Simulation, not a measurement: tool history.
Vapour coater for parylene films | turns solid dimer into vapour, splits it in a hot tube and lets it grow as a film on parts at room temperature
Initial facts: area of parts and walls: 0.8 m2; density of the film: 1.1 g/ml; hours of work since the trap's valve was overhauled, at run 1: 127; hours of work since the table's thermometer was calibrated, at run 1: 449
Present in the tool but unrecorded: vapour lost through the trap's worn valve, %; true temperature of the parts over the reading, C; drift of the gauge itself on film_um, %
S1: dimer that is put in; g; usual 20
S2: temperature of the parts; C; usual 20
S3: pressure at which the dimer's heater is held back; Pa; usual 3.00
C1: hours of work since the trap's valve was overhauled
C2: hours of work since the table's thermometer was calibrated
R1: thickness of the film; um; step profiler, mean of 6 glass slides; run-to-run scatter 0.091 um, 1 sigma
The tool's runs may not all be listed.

Run 1, hour 0.0: usual settings; C1 127; C2 449. Result: R1 10.33 um.
Run 2, hour 18.0: usual settings but S3 3.79 Pa; C1 143; C2 465. Result: R1 9.85 um.
Run 3, hour 42.1: usual settings but S3 3.79 Pa; C1 165; C2 487. Result: R1 9.77 um.
Run 4, hour 53.3: usual settings but S3 3.79 Pa; C1 175; C2 497. Result: R1 9.72 um.
Run 5, hour 66.7: usual settings but S3 3.79 Pa; C1 187; C2 509. Result: R1 9.60 um.
Run 6, hour 85.6: usual settings but S3 3.79 Pa; C1 204; C2 526. Result: R1 9.44 um.
Run 7, hour 103.4: usual settings but S3 3.79 Pa; C1 220; C2 542. Result: R1 9.51 um.
Run 8, hour 120.8: usual settings but S1 9 g, S2 29 C, S3 3.79 Pa; C1 235; C2 557. Result: R1 3.43 um.
At hour 132.2: trap's valve overhauled.
Run 9, hour 140.6: usual settings but S2 12 C; C1 8; C2 571. Result: R1 13.07 um.
Run 10, hour 157.3: usual settings but S2 12 C; C1 23; C2 586. Result: R1 12.81 um.
Run 11, hour 171.6: usual settings but S1 32 g, S2 23 C; C1 35; C2 599. Result: R1 16.07 um.
Run 12, hour 191.5: usual settings but S3 3.59 Pa; C1 53; C2 617. Result: R1 10.52 um.
Run 13, hour 202.6: usual settings but S1 35 g, S3 3.59 Pa; C1 63; C2 627. Result: R1 18.30 um.

What if the next run were any one of these 3? Each begins from the tool's condition after run 13:
Run A, hour 215.5: usual settings but S1 11 g, S2 16 C; C1 75; C2 639. Result: R1 ?.
Run B, hour 215.5: usual settings but S1 18 g, S2 29 C, S3 2.72 Pa; C1 75; C2 639. Result: R1 ?.
Run C, hour 215.5: usual settings but S1 9 g, S2 14 C, S3 10.06 Pa; C1 75; C2 639. Result: R1 ?.

run    R1
  A  6.23
  B  7.85
  C  5.04
Without the tool's unlogged condition, the same runs would have read:
run    R1
  A  6.61
  B  8.32
  C  5.34
